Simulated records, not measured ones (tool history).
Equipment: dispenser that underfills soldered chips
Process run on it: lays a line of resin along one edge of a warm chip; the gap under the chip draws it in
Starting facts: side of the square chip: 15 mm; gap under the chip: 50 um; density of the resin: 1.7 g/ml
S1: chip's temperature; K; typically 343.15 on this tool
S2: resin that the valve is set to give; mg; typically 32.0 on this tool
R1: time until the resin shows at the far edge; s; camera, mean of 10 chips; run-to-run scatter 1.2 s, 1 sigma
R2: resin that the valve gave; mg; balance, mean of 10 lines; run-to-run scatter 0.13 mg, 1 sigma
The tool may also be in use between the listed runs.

run 1 hour=0.0 | S1=343.15 S2=32.0 | R1=168.6 R2=30.74
-- hour=2.8 new syringe of resin
run 2 hour=5.3 | S1=343.15 S2=32.0 | R1=123.8 R2=30.52
run 3 hour=10.3 | S1=343.15 S2=32.0 | R1=159.7 R2=30.38
-- hour=14.0 dispensing valve cleaned and set on the balance
run 4 hour=14.0 | S1=348.15 S2=32.0 | R1=139.8 R2=32.10
-- hour=16.3 new syringe of resin
run 5 hour=19.6 | S1=348.15 S2=41.4 | R1=102.3 R2=41.38
run 6 hour=23.1 | S1=348.15 S2=41.4 | R1=118.7 R2=41.69
run 7 hour=26.8 | S1=348.15 S2=41.4 | R1=140.0 R2=41.40
-- hour=28.8 new syringe of resin
run 8 hour=31.3 | S1=348.15 S2=41.4 | R1=97.3 R2=40.84
run 9 hour=35.9 | S1=343.15 S2=39.7 | R1=146.8 R2=39.24
run 10 hour=38.4 | S1=343.15 S2=30.5 | R1=169.0 R2=30.02
-- hour=41.3 new syringe of resin
run 11 hour=42.0 | S1=329.15 S2=32.0 | R1=224.6 R2=31.60
run 12 hour=44.3 | S1=343.15 S2=36.3 | R1=129.6 R2=36.11
run 13 hour=46.6 | S1=343.15 S2=32.0 | R1=144.2 R2=31.48
run 14 hour=51.5 | S1=339.15 S2=36.6 | R1=209.8 R2=36.26
-- hour=53.7 new syringe of resin
run 15 hour=55.8 | S1=339.15 S2=36.6 | R1=144.8 R2=35.98
run 16 hour=58.7 | S1=339.15 S2=27.4 | R1=172.0 R2=26.88
run 17 hour=62.1 | S1=353.15 S2=39.1 | R1=103.0 R2=38.64
-- hour=66.0 new syringe of resin
run 18 hour=67.1 | S1=353.15 S2=39.1 | R1=73.6 R2=38.43
run 19 hour=71.1 | S1=330.15 S2=40.0 | R1=249.0 R2=39.48
run 20 hour=73.5 | S1=334.15 S2=34.3 | R1=229.7 R2=33.34
run 21 hour=76.0 | S1=334.15 S2=34.3 | R1=256.0 R2=33.48
-- hour=78.4 new syringe of resin
run 22 hour=80.3 | S1=338.15 S2=32.0 | R1=155.2 R2=31.46
run 23 hour=84.6 | S1=332.15 S2=29.8 | R1=245.7 R2=28.87
run 24 hour=88.9 | S1=332.15 S2=29.8 | R1=297.6 R2=29.32
-- hour=90.7 new syringe of resin
run 25 hour=92.5 | S1=335.15 S2=32.7 | R1=166.8 R2=31.84
run 26 hour=95.1 | S1=328.15 S2=35.5 | R1=258.3 R2=34.37

Branching from run 26: 5 alternative next runs. What would each branch give?
run A hour=99.8 | S1=355.15 S2=32.8 | R1=? R2=?
run B hour=99.8 | S1=347.15 S2=27.8 | R1=? R2=?
run C hour=99.8 | S1=339.15 S2=37.2 | R1=? R2=?
run D hour=99.8 | S1=343.15 S2=33.3 | R1=? R2=?
run E hour=99.8 | S1=349.15 S2=35.5 | R1=? R2=?

run=A R1=95.4 R2=32.02
run=B R1=136.5 R2=26.92
run=C R1=190.9 R2=36.09
run=D R1=158.1 R2=32.21
run=E R1=121.6 R2=34.42
What these runs would have given with no unlogged condition in the tool:
run=A R1=67.2 R2=33.04
run=B R1=95.7 R2=27.77
run=C R1=134.7 R2=37.24
run=D R1=111.3 R2=33.23
run=E R1=85.6 R2=35.51

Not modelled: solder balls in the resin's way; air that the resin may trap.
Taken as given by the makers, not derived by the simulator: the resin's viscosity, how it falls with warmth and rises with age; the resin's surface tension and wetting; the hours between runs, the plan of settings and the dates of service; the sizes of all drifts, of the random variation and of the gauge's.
